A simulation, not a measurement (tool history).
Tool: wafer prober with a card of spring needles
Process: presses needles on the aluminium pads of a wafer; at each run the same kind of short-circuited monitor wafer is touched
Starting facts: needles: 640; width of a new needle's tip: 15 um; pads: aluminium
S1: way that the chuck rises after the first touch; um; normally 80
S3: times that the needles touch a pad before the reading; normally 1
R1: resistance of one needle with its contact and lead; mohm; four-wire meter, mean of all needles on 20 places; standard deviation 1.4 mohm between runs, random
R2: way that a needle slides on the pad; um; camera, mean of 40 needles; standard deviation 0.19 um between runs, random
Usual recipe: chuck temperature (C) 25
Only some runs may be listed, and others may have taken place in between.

Run 1, hour 0: usual settings. Result: R1 123 mohm, R2 19.37 um.
At hour 4.5: tips cleaned on abrasive film.
Run 2, hour 5.3: usual settings. Result: R1 124 mohm, R2 19.36 um.
At hour 8.7: tips cleaned on abrasive film.
Run 3, hour 10.7: usual settings. Result: R1 128 mohm, R2 19.66 um.
At hour 12.8: tips cleaned on abrasive film.
At hour 17.5: tips cleaned on abrasive film.
Run 4, hour 18.1: usual settings. Result: R1 124 mohm, R2 19.54 um.
At hour 21.8: tips cleaned on abrasive film.
At hour 26.2: tips cleaned on abrasive film.
Run 5, hour 28.6: usual settings but chuck temperature (C) 93. Result: R1 137 mohm, R2 19.41 um.
At hour 30.8: tips cleaned on abrasive film.
At hour 35.7: tips cleaned on abrasive film.
Run 6, hour 36.7: usual settings but chuck temperature (C) 93. Result: R1 135 mohm, R2 19.44 um.
At hour 39.7: tips cleaned on abrasive film.
Run 7, hour 41.9: usual settings. Result: R1 131 mohm, R2 19.22 um.
At hour 44.3: tips cleaned on abrasive film.
At hour 48.3: tips cleaned on abrasive film.
Run 8, hour 51.9: usual settings. Result: R1 131 mohm, R2 18.93 um.
At hour 52.6: tips cleaned on abrasive film.
At hour 57.3: tips cleaned on abrasive film.
Run 9, hour 60.1: usual settings. Result: R1 135 mohm, R2 19.19 um.
At hour 61.7: tips cleaned on abrasive film.
At hour 66.1: tips cleaned on abrasive film.
Run 10, hour 68.4: usual settings but S1 76 um. Result: R1 137 mohm, R2 17.74 um.
At hour 70.7: tips cleaned on abrasive film.
Run 11, hour 73.9: usual settings but S1 76 um. Result: R1 136 mohm, R2 18.22 um.
At hour 74.9: tips cleaned on abrasive film.
At hour 79: tips cleaned on abrasive film.
Run 12, hour 79.8: usual settings but S3 2. Result: R1 125 mohm, R2 18.84 um.
At hour 83.3: tips cleaned on abrasive film.
At hour 87.5: tips cleaned on abrasive film.
Run 13, hour 89.2: usual settings but S1 73 um. Result: R1 132 mohm, R2 17.36 um.
At hour 91.9: tips cleaned on abrasive film.
At hour 96.1: tips cleaned on abrasive film.
Run 14, hour 96.1: usual settings but S1 91 um, chuck temperature (C) 67, S3 2. Result: R1 125 mohm, R2 21.67 um.
At hour 100.6: tips cleaned on abrasive film.
At hour 104.8: tips cleaned on abrasive film.
Run 15, hour 105.7: usual settings but S1 91 um, chuck temperature (C) 67. Result: R1 132 mohm, R2 21.75 um.
At hour 109.1: tips cleaned on abrasive film.
At hour 113.9: tips cleaned on abrasive film.
Run 16, hour 116.5: usual settings but S1 74 um. Result: R1 136 mohm, R2 17.11 um.
At hour 118.2: tips cleaned on abrasive film.
At hour 122.5: tips cleaned on abrasive film.
Run 17, hour 124.2: usual settings but chuck temperature (C) 108, S3 3. Result: R1 132 mohm, R2 18.7 um.
At hour 127.1: tips cleaned on abrasive film.
At hour 131.4: tips cleaned on abrasive film.
Run 18, hour 133.8: usual settings but S1 69 um, chuck temperature (C) 122, S3 2. Result: R1 145 mohm, R2 15.77 um.
At hour 136.1: tips cleaned on abrasive film.
Run 19, hour 138.9: usual settings but S1 71 um, chuck temperature (C) 48, S3 2. Result: R1 138 mohm, R2 16.35 um.

Predict the results of run 20:
At hour 140.2: tips cleaned on abrasive film.
At hour 144.3: tips cleaned on abrasive film.
At hour 148.6: tips cleaned on abrasive film.
Run 20, hour 149.6: usual settings but S1 71 um, chuck temperature (C) 48, S3 2. Result: R1 ?, R2 ?.

{"run 20": {"R1": 131, "R2": 16.13}}
Take away the tool's hidden state, keep the run-to-run variation as it was, and the same run would have given R1 123 mohm, R2 18.09 um.
